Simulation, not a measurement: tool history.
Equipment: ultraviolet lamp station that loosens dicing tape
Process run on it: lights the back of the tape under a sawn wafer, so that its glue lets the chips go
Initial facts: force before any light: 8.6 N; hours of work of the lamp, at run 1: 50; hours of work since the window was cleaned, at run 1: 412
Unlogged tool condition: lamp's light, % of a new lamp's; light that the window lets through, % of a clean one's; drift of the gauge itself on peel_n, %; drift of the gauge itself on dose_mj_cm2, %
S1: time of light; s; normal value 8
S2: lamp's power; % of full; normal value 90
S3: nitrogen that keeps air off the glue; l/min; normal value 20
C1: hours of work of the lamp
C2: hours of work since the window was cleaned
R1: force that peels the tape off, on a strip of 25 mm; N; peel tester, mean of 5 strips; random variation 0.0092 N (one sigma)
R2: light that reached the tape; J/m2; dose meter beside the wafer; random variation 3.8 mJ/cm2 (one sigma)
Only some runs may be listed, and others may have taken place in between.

run,day,S1,S2,S3,C1,C2,R1,R2
1,0,8,90,20,50,412,0.521,5830
2,0.446,8,90,20,54,417,0.525,5830
3,0.788,8,90,20,58,420,0.523,5820
4,1,8,90,20,60,422,0.521,5740
5,1.475,8,90,20,64,427,0.518,5690
6,1.933,8,90,20,69,431,0.531,5760
7,2.421,5,90,6,73,436,2.291,3580
8,2.642,8,90,14,76,438,0.64,5720
9,2.892,5,86,20,78,440,1.47,3410
# day 2.954: window cleaned of glue's vapour
10,3.425,11,89,7,83,5,0.609,7120
11,3.862,11,68,7,87,9,1.104,5430
12,4.258,5,79,16,91,13,2.101,2830

5 ways to go on from here, each from the tool as it stands after run 12. What would each give?
# day 4.479: window cleaned of glue's vapour, once more
A,4.758,4,60,7,96,3,?,?
# day 4.479: window cleaned of glue's vapour, once more
B,4.758,6,90,10,96,3,?,?
# day 4.479: window cleaned of glue's vapour, once more
C,4.758,8,64,20,96,3,?,?
# day 4.479: window cleaned of glue's vapour, once more
D,4.758,6,90,12,96,3,?,?
# day 4.479: window cleaned of glue's vapour, once more
E,4.758,8,83,20,96,3,?,?

run,R1,R2
A,3.851,2140
B,1.193,4740
C,0.92,4480
D,1.075,4730
E,0.494,5840
Had the tool no hidden state, the same runs would have come out as:
run,R1,R2
A,3.729,2220
B,1.108,4930
C,0.848,4660
D,0.995,4920
E,0.451,6070
